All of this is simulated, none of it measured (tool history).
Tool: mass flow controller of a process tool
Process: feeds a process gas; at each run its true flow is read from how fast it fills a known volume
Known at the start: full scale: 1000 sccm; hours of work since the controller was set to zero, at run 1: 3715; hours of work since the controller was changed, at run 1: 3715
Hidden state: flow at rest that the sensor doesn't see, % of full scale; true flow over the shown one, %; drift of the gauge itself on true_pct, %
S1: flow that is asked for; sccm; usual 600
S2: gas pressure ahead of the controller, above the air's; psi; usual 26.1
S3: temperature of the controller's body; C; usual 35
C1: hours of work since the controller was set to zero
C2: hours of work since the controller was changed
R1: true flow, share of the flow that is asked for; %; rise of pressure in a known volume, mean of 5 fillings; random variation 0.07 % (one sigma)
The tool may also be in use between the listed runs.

run    hour   S1    S2  S3    C1    C2      R1
  1       0  600  26.1  35  3715  3715   99.66
  2   290.1  600  26.1  32  3816  3816   99.57
  3   713.7  600  26.1  32  3963  3963   99.73
  4   940.9  600  26.1  32  4042  4042   99.75
  5    1194  600  26.1  32  4130  4130   99.78
  6  1539.9  600  26.1  32  4250  4250   99.88
  7  1988.9  600  26.1  32  4406  4406     100
  8  2322.8  600  26.1  32  4522  4522   99.92
  9    2669  600  27.6  32  4642  4642  100.09
 10  2856.3  600  26.1  35  4708  4708   99.77
 11  3313.1  600  26.1  35  4866  4866   99.99
 12  3631.4  600  34.5  35  4977  4977   99.97
 13  3895.9  118  26.1  35  5069  5069  100.96
 14  4273.6  118  26.1  35  5200  5200  100.91
 15  4605.2  600  26.1  35  5315  5315  100.11
 16  5009.7  600  25.5  35  5456  5456  100.13
 17    5374  600  25.5  35  5582  5582  100.16
 18  5733.2  600  26.1  35  5707  5707  100.15
 19  6028.8  600  26.1  35  5810  5810   100.3
 20    6365  600  26.1  35  5927  5927  100.19
 21  6801.7  600  26.1  35  6078  6078  100.24
 22  7176.2  600  26.1  35  6209  6209  100.42
 23  7620.9  600  39.9  35  6363  6363  100.48
 24  7872.8  600  39.9  35  6451  6451  100.55
 25  8080.6  600  39.9  35  6523  6523  100.54

Forecast run 26:
 26  8476.6  600  39.9  35  6660  6660   ?

R1: 100.64 %
Without the tool's hidden state the same run would have given R1 98.5 %.

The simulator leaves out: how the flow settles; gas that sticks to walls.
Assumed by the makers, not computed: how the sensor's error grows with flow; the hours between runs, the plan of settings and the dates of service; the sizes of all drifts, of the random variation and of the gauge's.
